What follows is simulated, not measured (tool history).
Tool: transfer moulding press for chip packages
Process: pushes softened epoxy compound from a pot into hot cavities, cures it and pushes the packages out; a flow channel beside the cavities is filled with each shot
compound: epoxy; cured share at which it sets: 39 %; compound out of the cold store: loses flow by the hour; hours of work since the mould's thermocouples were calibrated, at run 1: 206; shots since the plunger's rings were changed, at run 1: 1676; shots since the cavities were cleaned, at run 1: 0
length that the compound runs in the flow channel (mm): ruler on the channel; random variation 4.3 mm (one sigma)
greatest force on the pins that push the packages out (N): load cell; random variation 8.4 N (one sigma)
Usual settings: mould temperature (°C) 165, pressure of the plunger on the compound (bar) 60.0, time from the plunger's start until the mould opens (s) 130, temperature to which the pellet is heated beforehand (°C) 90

run,hour,mould temperature (°C),pressure of the plunger on the compound (bar),time from the plunger's start until the mould opens (s),temperature to which the pellet is heated beforehand (°C),hours of work since the mould's thermocouples were calibrated,shots since the plunger's rings were changed,shots since the cavities were cleaned,incoming compound's hours out of the cold store,length that the compound runs in the flow channel (mm),greatest force on the pins that push the packages out (N)
1,0.0,165,60.0,130,90,206,1676,0,20.5,734,380
2,25.2,165,60.0,130,90,217,1853,177,34.5,688,453
# hour 81.8: cavities cleaned with cleaning compound and waxed
3,83.2,165,60.0,130,90,243,2250,10,35.1,682,390
4,129.8,165,60.0,130,90,264,2577,337,46.8,648,452
5,156.8,168,60.0,130,90,277,2766,526,18.4,720,484
# hour 161.4: cavities cleaned with cleaning compound and waxed
6,210.5,168,60.0,130,90,301,3133,345,37.3,667,463
# hour 240.5: cavities cleaned with cleaning compound and waxed
7,253.5,168,60.0,130,90,320,3424,91,39.8,648,386
8,277.0,165,60.0,130,90,330,3589,256,27.8,698,463
# hour 322.3: cavities cleaned with cleaning compound and waxed
9,325.3,165,60.0,130,90,352,3918,21,10.7,755,387
10,371.3,165,61.6,130,90,373,4241,344,11.4,760,465
# hour 402.8: cavities cleaned with cleaning compound and waxed
11,407.9,165,60.0,130,90,389,4487,36,30.9,679,410
12,452.3,161,60.0,130,90,409,4798,347,36.9,680,532
# hour 483.5: cavities cleaned with cleaning compound and waxed
13,501.4,165,60.0,130,90,431,5133,126,29.5,679,430
# hour 526.8: plunger's sealing rings changed
14,541.9,165,60.0,130,90,448,106,393,43.5,672,475
# hour 567.7: cavities cleaned with cleaning compound and waxed
15,578.3,165,60.0,130,90,464,351,75,22.4,742,409
16,625.1,160,60.0,138,90,485,679,403,31.0,727,521
# hour 648.8: cavities cleaned with cleaning compound and waxed
17,667.2,160,60.0,138,90,504,964,129,37.0,710,450
18,724.7,160,60.0,138,90,530,1368,533,27.1,737,539
# hour 731.3: cavities cleaned with cleaning compound and waxed
19,766.4,165,57.1,128,96,549,1651,247,12.8,732,465
# hour 771.0: mould's thermocouples calibrated
20,800.7,165,57.1,128,96,14,1877,473,37.7,658,504
# hour 814.7: cavities cleaned with cleaning compound and waxed
21,832.0,165,57.1,128,96,27,2086,121,25.0,705,432
22,882.2,171,57.1,128,89,50,2439,474,16.2,703,477
# hour 895.6: cavities cleaned with cleaning compound and waxed
23,907.3,165,60.0,118,83,61,2604,82,36.6,679,431
24,950.5,165,53.3,133,90,81,2908,386,18.0,689,481
# hour 975.5: cavities cleaned with cleaning compound and waxed
# hour 982.1: mould's thermocouples calibrated, once more
25,983.0,163,63.6,164,81,0,3111,38,36.5,706,384
26,1039.4,163,66.8,163,97,26,3507,434,12.4,794,461
# hour 1058.7: cavities cleaned with cleaning compound and waxed
27,1095.2,158,68.4,130,90,51,3889,257,34.5,751,523

4 ways to go on from here, each from the tool as it stands after run 27. What would each give?
A,1133.0,160,60.0,130,94,68,4154,522,18.9,?,?
B,1133.0,165,60.0,130,97,68,4154,522,45.6,?,?
C,1133.0,165,60.0,130,88,68,4154,522,13.8,?,?
D,1133.0,165,52.3,130,99,68,4154,522,28.0,?,?

run,length that the compound runs in the flow channel (mm),greatest force on the pins that push the packages out (N)
A,745,550
B,636,509
C,742,512
D,648,500
Without the tool's hidden state the same runs would have given:
run,length that the compound runs in the flow channel (mm),greatest force on the pins that push the packages out (N)
A,769,402
B,656,375
C,765,376
D,669,367
